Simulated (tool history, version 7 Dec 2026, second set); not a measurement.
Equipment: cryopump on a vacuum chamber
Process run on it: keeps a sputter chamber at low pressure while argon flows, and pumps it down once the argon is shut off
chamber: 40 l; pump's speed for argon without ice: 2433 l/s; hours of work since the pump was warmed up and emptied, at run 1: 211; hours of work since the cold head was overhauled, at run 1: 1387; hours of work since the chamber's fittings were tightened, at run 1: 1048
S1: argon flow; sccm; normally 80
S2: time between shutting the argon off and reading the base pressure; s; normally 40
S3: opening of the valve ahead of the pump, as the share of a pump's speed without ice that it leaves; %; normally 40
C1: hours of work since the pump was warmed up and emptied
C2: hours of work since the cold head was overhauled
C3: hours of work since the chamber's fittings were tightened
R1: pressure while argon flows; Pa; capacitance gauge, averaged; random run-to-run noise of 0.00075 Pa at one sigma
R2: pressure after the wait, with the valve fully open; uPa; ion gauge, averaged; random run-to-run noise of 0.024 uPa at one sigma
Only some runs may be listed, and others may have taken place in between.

run   hour  S1   S2  S3   C1    C2    C3      R1    R2
  1    0.0  80   40  40  211  1387  1048  0.1566  1.56
  2   50.9  80   40  40  239  1415  1076  0.1577  1.61
  3   82.1  80   40  40  256  1432  1093  0.1603  1.69
  4  146.8  80   40  40  292  1468  1128  0.1662  1.72
  5  193.4  80   40  40  317  1493  1154  0.1688  1.83
  6  222.5  80   40  40  333  1509  1170  0.1704  1.79
     264.6  -- pump warmed up, emptied and cooled again
  7  279.6  80  243  40    8  1538  1198  0.1421  0.89
  8  331.9  80  243  40   37  1566  1227  0.1435  0.93
  9  391.4  80  243  40   70  1599  1260  0.1440  0.98
 10  432.3  80   26  40   92  1621  1282  0.1459  1.96
 11  474.7  44   40  40  115  1645  1305  0.0817  1.64
 12  506.1  80   40  40  132  1662  1323  0.1495  1.66
 13  569.8  80   40  40  167  1697  1358  0.1516  1.76
 14  626.9  80   40  40  199  1728  1389  0.1541  1.80
 15  661.0  80   40  18  217  1747  1408  0.3237  1.81
 16  699.9  80  265  18  239  1768  1429  0.3284  1.27
 17  730.8  39  117  24  256  1785  1446  0.1223  1.47
 18  777.2  39  117  24  281  1810  1471  0.1253  1.51
 19  817.7  39   98  24  303  1833  1493  0.1256  1.61
 20  852.6  39   98  24  322  1852  1513  0.1248  1.66
 21  899.6  37   33  24  348  1878  1538  0.1217  2.34

Run 22, settings as shown, results not yet in. Your forecast:
     912.7  -- pump warmed up, emptied and cooled again
 22  971.1  37  20  24  32  1914  1575   ?   ?

{"run 22": {"R1": 0.1089, "R2": 2.49}}
If the tool had no hidden condition, the same run with the same run-to-run variation would have returned R1 0.1072 Pa, R2 1.62 uPa.
